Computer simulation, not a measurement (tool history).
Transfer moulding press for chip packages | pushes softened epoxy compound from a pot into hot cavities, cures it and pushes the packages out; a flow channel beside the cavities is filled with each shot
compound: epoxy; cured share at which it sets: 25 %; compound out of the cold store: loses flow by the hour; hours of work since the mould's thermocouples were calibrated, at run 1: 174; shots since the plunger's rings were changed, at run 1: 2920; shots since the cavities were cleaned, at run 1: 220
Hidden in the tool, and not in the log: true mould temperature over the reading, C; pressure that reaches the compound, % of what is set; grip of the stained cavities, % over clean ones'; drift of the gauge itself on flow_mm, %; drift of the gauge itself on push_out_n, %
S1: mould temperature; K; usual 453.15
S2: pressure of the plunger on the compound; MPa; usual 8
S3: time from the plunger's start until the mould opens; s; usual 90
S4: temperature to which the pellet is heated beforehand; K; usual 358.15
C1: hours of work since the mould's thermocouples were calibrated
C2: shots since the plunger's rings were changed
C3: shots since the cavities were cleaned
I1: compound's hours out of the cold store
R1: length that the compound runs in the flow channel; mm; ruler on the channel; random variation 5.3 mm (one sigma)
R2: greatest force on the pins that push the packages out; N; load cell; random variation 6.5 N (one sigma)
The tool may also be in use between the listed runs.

run 1 hour=0 | S1=453.15 S2=8 S3=90 S4=358.15 | C1=174 C2=2920 C3=220 | I1=14.4 | R1=884 R2=380
run 2 hour=7.3 | S1=453.15 S2=8 S3=90 S4=358.15 | C1=180 C2=3017 C3=317 | I1=31 | R1=822 R2=421
run 3 hour=17.3 | S1=453.15 S2=6.28 S3=90 S4=358.15 | C1=187 C2=3152 C3=452 | I1=14.5 | R1=784 R2=477
-- hour=25.3 cavities cleaned with cleaning compound and waxed
run 4 hour=27.4 | S1=453.15 S2=8.13 S3=90 S4=358.15 | C1=193 C2=3268 C3=28 | I1=36.1 | R1=802 R2=260
run 5 hour=33.5 | S1=453.15 S2=8.13 S3=90 S4=358.15 | C1=197 C2=3350 C3=110 | I1=27.2 | R1=839 R2=342
run 6 hour=46.6 | S1=453.15 S2=8 S3=84 S4=358.15 | C1=206 C2=3525 C3=285 | I1=35.5 | R1=801 R2=450
run 7 hour=61.1 | S1=454.15 S2=8 S3=90 S4=358.15 | C1=216 C2=3720 C3=480 | I1=35.3 | R1=792 R2=458
-- hour=67.4 cavities cleaned with cleaning compound and waxed
run 8 hour=69.7 | S1=454.15 S2=8 S3=90 S4=358.15 | C1=221 C2=3815 C3=31 | I1=39.2 | R1=772 R2=261
run 9 hour=75.6 | S1=454.15 S2=8 S3=90 S4=358.15 | C1=226 C2=3894 C3=110 | I1=11.6 | R1=895 R2=315
run 10 hour=81.5 | S1=454.15 S2=8 S3=90 S4=358.15 | C1=230 C2=3974 C3=190 | I1=10.6 | R1=904 R2=364
run 11 hour=95.8 | S1=454.15 S2=8 S3=90 S4=358.15 | C1=240 C2=4165 C3=381 | I1=35.6 | R1=788 R2=422
run 12 hour=105.2 | S1=454.15 S2=8 S3=90 S4=358.15 | C1=247 C2=4292 C3=508 | I1=8.4 | R1=900 R2=464
-- hour=109.1 cavities cleaned with cleaning compound and waxed
run 13 hour=115.1 | S1=453.15 S2=8 S3=74 S4=358.15 | C1=252 C2=4405 C3=81 | I1=45.9 | R1=750 R2=406
run 14 hour=121.1 | S1=453.15 S2=8 S3=74 S4=358.15 | C1=257 C2=4485 C3=161 | I1=24.2 | R1=828 R2=487
run 15 hour=130.1 | S1=453.15 S2=8 S3=107 S4=357.15 | C1=263 C2=4606 C3=282 | I1=44.1 | R1=753 R2=379
run 16 hour=141.9 | S1=453.15 S2=8 S3=125 S4=358.15 | C1=271 C2=4764 C3=440 | I1=16.4 | R1=866 R2=391
-- hour=151.2 cavities cleaned with cleaning compound and waxed
run 17 hour=155.7 | S1=453.15 S2=8 S3=125 S4=358.15 | C1=280 C2=4929 C3=61 | I1=9.6 | R1=888 R2=254
run 18 hour=162.8 | S1=453.15 S2=8 S3=125 S4=358.15 | C1=285 C2=5024 C3=156 | I1=39.7 | R1=771 R2=305
run 19 hour=171.4 | S1=453.15 S2=8 S3=125 S4=364.15 | C1=291 C2=5140 C3=272 | I1=21 | R1=841 R2=351
-- hour=178.7 plunger's sealing rings changed
run 20 hour=181.6 | S1=453.15 S2=8.1 S3=125 S4=364.15 | C1=297 C2=39 C3=376 | I1=20.5 | R1=904 R2=379
-- hour=196.2 cavities cleaned with cleaning compound and waxed
run 21 hour=197.7 | S1=450.15 S2=6.38 S3=122 S4=355.15 | C1=307 C2=234 C3=20 | I1=8.3 | R1=850 R2=238
run 22 hour=212.3 | S1=447.15 S2=9.81 S3=84 S4=359.15 | C1=317 C2=431 C3=217 | I1=35.1 | R1=936 R2=602
run 23 hour=225 | S1=447.15 S2=9.81 S3=84 S4=359.15 | C1=326 C2=601 C3=387 | I1=14.7 | R1=1029 R2=737
run 24 hour=231.2 | S1=447.15 S2=9.81 S3=84 S4=359.15 | C1=330 C2=684 C3=470 | I1=11.3 | R1=1052 R2=796
-- hour=238.5 cavities cleaned with cleaning compound and waxed
run 25 hour=241.6 | S1=458.15 S2=7.74 S3=112 S4=366.15 | C1=337 C2=803 C3=42 | I1=47.6 | R1=745 R2=251
run 26 hour=251.2 | S1=453.15 S2=7.12 S3=90 S4=358.15 | C1=344 C2=932 C3=171 | I1=22.7 | R1=826 R2=360
run 27 hour=262.7 | S1=453.15 S2=6.26 S3=90 S4=358.15 | C1=352 C2=1086 C3=325 | I1=34.5 | R1=724 R2=421
run 28 hour=275.5 | S1=453.15 S2=8 S3=90 S4=359.15 | C1=361 C2=1258 C3=497 | I1=25 | R1=861 R2=462

3 ways to go on from here, each from the tool as it stands after run 28. What would each give?
-- hour=280.7 cavities cleaned with cleaning compound and waxed
run A hour=288.8 | S1=456.15 S2=6.9 S3=78 S4=358.15 | C1=369 C2=1416 C3=108 | I1=42.4 | R1=? R2=?
-- hour=280.7 cavities cleaned with cleaning compound and waxed
run B hour=288.8 | S1=453.15 S2=8 S3=90 S4=354.15 | C1=369 C2=1416 C3=108 | I1=39.4 | R1=? R2=?
-- hour=280.7 cavities cleaned with cleaning compound and waxed
run C hour=288.8 | S1=453.15 S2=8 S3=107 S4=358.15 | C1=369 C2=1416 C3=108 | I1=31.8 | R1=? R2=?

run=A R1=725 R2=333
run=B R1=802 R2=321
run=C R1=832 R2=295
Without the tool's hidden state the same runs would have given:
run=A R1=737 R2=253
run=B R1=815 R2=246
run=C R1=846 R2=224
